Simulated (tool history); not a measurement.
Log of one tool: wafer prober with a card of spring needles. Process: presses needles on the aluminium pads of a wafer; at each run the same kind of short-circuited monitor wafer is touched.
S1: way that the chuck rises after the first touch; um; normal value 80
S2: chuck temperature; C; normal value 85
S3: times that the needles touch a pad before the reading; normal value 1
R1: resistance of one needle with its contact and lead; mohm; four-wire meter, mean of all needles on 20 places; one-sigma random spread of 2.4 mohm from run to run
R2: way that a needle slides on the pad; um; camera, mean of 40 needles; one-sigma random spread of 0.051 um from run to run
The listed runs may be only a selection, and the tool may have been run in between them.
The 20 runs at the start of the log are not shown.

Run 21, hour 158.3: usual settings but S1 83 um, S3 2. Result: R1 267 mohm, R2 22.72 um.
At hour 160.7: tips cleaned on abrasive film.
Run 22, hour 163: usual settings but S1 83 um, S3 2. Result: R1 272 mohm, R2 22.7 um.
Run 23, hour 167.4: usual settings but S1 83 um, S3 2. Result: R1 268 mohm, R2 22.63 um.
Run 24, hour 173.9: usual settings but S1 69 um, S2 44 C, S3 2. Result: R1 260 mohm, R2 18.82 um.
Run 25, hour 178.9: usual settings but S2 35 C. Result: R1 257 mohm, R2 21.97 um.
At hour 185.6: tips cleaned on abrasive film.
Run 26, hour 185.9: usual settings but S1 64 um, S2 66 C. Result: R1 269 mohm, R2 17.51 um.
Run 27, hour 193.3: usual settings but S1 64 um, S2 66 C. Result: R1 270 mohm, R2 17.62 um.
Run 28, hour 201.3: usual settings but S1 65 um, S2 46 C, S3 3. Result: R1 261 mohm, R2 17.84 um.
Run 29, hour 208.5: usual settings but S1 65 um, S2 46 C, S3 2. Result: R1 264 mohm, R2 17.82 um.
At hour 210.7: tips cleaned on abrasive film.
Run 30, hour 219: usual settings but S3 2. Result: R1 276 mohm, R2 21.96 um.
Run 31, hour 224: usual settings but S1 88 um, S3 2. Result: R1 274 mohm, R2 24.19 um.
Run 32, hour 228.5: usual settings but S1 88 um, S3 2. Result: R1 272 mohm, R2 24.19 um.
At hour 235.7: tips cleaned on abrasive film.
Run 33, hour 235.9: usual settings but S1 88 um, S3 2. Result: R1 267 mohm, R2 24.19 um.

For run 34, what comes out?
Run 34, hour 244.5: usual settings but S1 85 um, S2 35 C, S3 2. Result: R1 ?, R2 ?.

Logged for run 34: R1 257 mohm, R2 23.47 um.
If the tool had no hidden condition, the same run with the same run-to-run variation would have returned R1 257 mohm, R2 23.01 um.
